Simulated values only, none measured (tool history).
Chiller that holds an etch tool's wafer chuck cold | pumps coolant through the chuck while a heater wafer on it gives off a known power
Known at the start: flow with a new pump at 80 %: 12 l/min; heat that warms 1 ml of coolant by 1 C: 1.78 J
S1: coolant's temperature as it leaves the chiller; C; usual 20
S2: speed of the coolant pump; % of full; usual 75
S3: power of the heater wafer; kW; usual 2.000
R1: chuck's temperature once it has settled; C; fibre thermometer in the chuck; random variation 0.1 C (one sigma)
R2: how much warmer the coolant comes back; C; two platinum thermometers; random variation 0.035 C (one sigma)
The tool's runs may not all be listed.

{"run": 1, "hour": 0.0, "S1": 20, "S2": 75, "S3": 2.0, "R1": 45.7, "R2": 6.02}
{"run": 2, "hour": 37.1, "S1": 20, "S2": 75, "S3": 2.0, "R1": 45.7, "R2": 6.1}
{"run": 3, "hour": 87.4, "S1": 20, "S2": 75, "S3": 2.0, "R1": 45.7, "R2": 6.05}
{"run": 4, "hour": 124.8, "S1": 20, "S2": 75, "S3": 2.0, "R1": 45.7, "R2": 6.06}
{"run": 5, "hour": 163.1, "S1": 20, "S2": 75, "S3": 2.0, "R1": 45.8, "R2": 6.0}
{"run": 6, "hour": 192.1, "S1": 20, "S2": 75, "S3": 2.0, "R1": 45.8, "R2": 5.98}
{"run": 7, "hour": 218.2, "S1": 20, "S2": 75, "S3": 2.0, "R1": 45.8, "R2": 6.07}
{"run": 8, "hour": 242.5, "S1": 20, "S2": 75, "S3": 2.0, "R1": 45.8, "R2": 6.01}
{"run": 9, "hour": 274.5, "S1": 20, "S2": 75, "S3": 2.0, "R1": 45.7, "R2": 6.05}
{"run": 10, "hour": 322.0, "S1": 20, "S2": 75, "S3": 2.0, "R1": 45.9, "R2": 6.01}
{"run": 11, "hour": 354.4, "S1": 20, "S2": 75, "S3": 2.0, "R1": 45.5, "R2": 6.02}
{"run": 12, "hour": 400.1, "S1": 20, "S2": 75, "S3": 2.0, "R1": 45.7, "R2": 6.03}
{"hour": 442.9, "done": "chiller's thermometer calibrated"}
{"run": 13, "hour": 448.8, "S1": 20, "S2": 75, "S3": 2.0, "R1": 45.7, "R2": 6.04}
{"run": 14, "hour": 500.0, "S1": 20, "S2": 75, "S3": 2.0, "R1": 45.5, "R2": 6.02}
{"run": 15, "hour": 549.1, "S1": 20, "S2": 75, "S3": 2.0, "R1": 45.6, "R2": 6.04}
{"run": 16, "hour": 590.6, "S1": 20, "S2": 75, "S3": 2.287, "R1": 49.3, "R2": 6.89}
{"run": 17, "hour": 629.2, "S1": 25, "S2": 75, "S3": 1.912, "R1": 49.7, "R2": 5.73}
{"run": 18, "hour": 650.0, "S1": 28, "S2": 65, "S3": 1.912, "R1": 55.6, "R2": 6.88}
{"run": 19, "hour": 684.1, "S1": 28, "S2": 65, "S3": 1.912, "R1": 55.5, "R2": 6.82}
{"run": 20, "hour": 709.6, "S1": 28, "S2": 62, "S3": 1.138, "R1": 44.9, "R2": 4.29}
{"run": 21, "hour": 744.1, "S1": 28, "S2": 62, "S3": 1.138, "R1": 45.0, "R2": 4.26}
{"run": 22, "hour": 780.5, "S1": 28, "S2": 62, "S3": 1.138, "R1": 44.9, "R2": 4.26}
{"run": 23, "hour": 830.7, "S1": 20, "S2": 75, "S3": 1.137, "R1": 34.8, "R2": 3.43}
{"run": 24, "hour": 855.8, "S1": 23, "S2": 77, "S3": 2.343, "R1": 52.5, "R2": 6.89}
{"run": 25, "hour": 895.6, "S1": 23, "S2": 77, "S3": 2.343, "R1": 52.5, "R2": 6.88}
{"run": 26, "hour": 921.8, "S1": 13, "S2": 89, "S3": 2.0, "R1": 35.6, "R2": 4.98}
{"run": 27, "hour": 963.8, "S1": 20, "S2": 72, "S3": 1.473, "R1": 39.6, "R2": 4.68}
{"run": 28, "hour": 1007.2, "S1": 20, "S2": 72, "S3": 1.473, "R1": 39.4, "R2": 4.67}
{"run": 29, "hour": 1028.9, "S1": 20, "S2": 72, "S3": 1.473, "R1": 39.7, "R2": 4.64}

Forecast run 30:
{"run": 30, "hour": 1064.6, "S1": 19, "S2": 75, "S3": 2.0, "R1": "?", "R2": "?"}

Run 30 gave R1 44.6 C, R2 6.05 C.
Without the tool's hidden state the same run would have given R1 44.6 C, R2 6.05 C.

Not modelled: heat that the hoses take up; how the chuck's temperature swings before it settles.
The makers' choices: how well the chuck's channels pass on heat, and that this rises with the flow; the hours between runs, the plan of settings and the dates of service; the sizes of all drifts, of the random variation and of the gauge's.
